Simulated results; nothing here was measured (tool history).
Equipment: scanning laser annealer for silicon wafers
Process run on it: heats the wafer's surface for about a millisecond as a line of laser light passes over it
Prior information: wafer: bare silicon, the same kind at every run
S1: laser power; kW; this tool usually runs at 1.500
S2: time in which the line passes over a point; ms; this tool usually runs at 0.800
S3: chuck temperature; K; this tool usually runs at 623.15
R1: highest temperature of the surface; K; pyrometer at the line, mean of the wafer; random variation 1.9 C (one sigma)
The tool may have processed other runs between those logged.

{"run": 1, "hour": 0.0, "S1": 1.5, "S2": 0.8, "S3": 623.15, "R1": 1451.15}
{"run": 2, "hour": 14.5, "S1": 1.5, "S2": 0.8, "S3": 623.15, "R1": 1449.15}
{"run": 3, "hour": 46.3, "S1": 1.5, "S2": 0.8, "S3": 623.15, "R1": 1446.15}
{"run": 4, "hour": 74.1, "S1": 1.5, "S2": 0.8, "S3": 629.15, "R1": 1452.15}
{"run": 5, "hour": 96.2, "S1": 1.498, "S2": 0.8, "S3": 623.15, "R1": 1449.15}
{"run": 6, "hour": 111.6, "S1": 1.5, "S2": 0.8, "S3": 653.15, "R1": 1478.15}
{"hour": 149.4, "done": "optics aligned, line set to its width"}
{"run": 7, "hour": 149.4, "S1": 1.5, "S2": 0.8, "S3": 623.15, "R1": 1445.15}
{"run": 8, "hour": 173.2, "S1": 1.5, "S2": 0.8, "S3": 634.15, "R1": 1459.15}
{"run": 9, "hour": 202.1, "S1": 1.5, "S2": 0.8, "S3": 623.15, "R1": 1449.15}
{"run": 10, "hour": 224.9, "S1": 1.5, "S2": 0.8, "S3": 597.15, "R1": 1424.15}
{"run": 11, "hour": 250.0, "S1": 1.5, "S2": 0.8, "S3": 597.15, "R1": 1424.15}
{"run": 12, "hour": 270.0, "S1": 1.5, "S2": 0.8, "S3": 597.15, "R1": 1424.15}
{"run": 13, "hour": 290.2, "S1": 1.5, "S2": 0.8, "S3": 597.15, "R1": 1420.15}
{"run": 14, "hour": 310.4, "S1": 1.5, "S2": 0.8, "S3": 660.15, "R1": 1484.15}
{"run": 15, "hour": 340.3, "S1": 1.456, "S2": 0.679, "S3": 584.15, "R1": 1310.15}
{"run": 16, "hour": 368.1, "S1": 1.638, "S2": 0.8, "S3": 608.15, "R1": 1515.15}
{"run": 17, "hour": 397.0, "S1": 1.332, "S2": 0.881, "S3": 624.15, "R1": 1388.15}
{"run": 18, "hour": 413.7, "S1": 1.276, "S2": 0.913, "S3": 624.15, "R1": 1367.15}
{"run": 19, "hour": 442.7, "S1": 1.366, "S2": 0.563, "S3": 623.15, "R1": 1232.15}
{"run": 20, "hour": 469.8, "S1": 1.366, "S2": 0.563, "S3": 623.15, "R1": 1233.15}
{"run": 21, "hour": 488.8, "S1": 1.558, "S2": 0.874, "S3": 623.15, "R1": 1526.15}
{"run": 22, "hour": 512.4, "S1": 1.353, "S2": 0.988, "S3": 629.15, "R1": 1456.15}
{"run": 23, "hour": 530.5, "S1": 1.353, "S2": 0.988, "S3": 629.15, "R1": 1460.15}
{"run": 24, "hour": 559.9, "S1": 1.378, "S2": 0.672, "S3": 597.15, "R1": 1275.15}
{"run": 25, "hour": 593.4, "S1": 1.378, "S2": 0.672, "S3": 597.15, "R1": 1277.15}
{"run": 26, "hour": 621.2, "S1": 1.567, "S2": 0.58, "S3": 623.15, "R1": 1343.15}
{"run": 27, "hour": 653.0, "S1": 1.538, "S2": 0.992, "S3": 629.15, "R1": 1587.15}

Below are 4 alternative next runs, each starting from the tool's condition after run 27. Predict each:
{"run": "A", "hour": 672.1, "S1": 1.516, "S2": 0.8, "S3": 623.15, "R1": "?"}
{"run": "B", "hour": 672.1, "S1": 1.616, "S2": 0.686, "S3": 642.15, "R1": "?"}
{"run": "C", "hour": 672.1, "S1": 1.633, "S2": 0.718, "S3": 629.15, "R1": "?"}
{"run": "D", "hour": 672.1, "S1": 1.485, "S2": 0.776, "S3": 623.15, "R1": "?"}

run=A R1=1460.15
run=B R1=1465.15
run=C R1=1481.15
run=D R1=1425.15
Had the tool no hidden state, the same runs would have come out as:
run=A R1=1461.15
run=B R1=1466.15
run=C R1=1482.15
run=D R1=1426.15
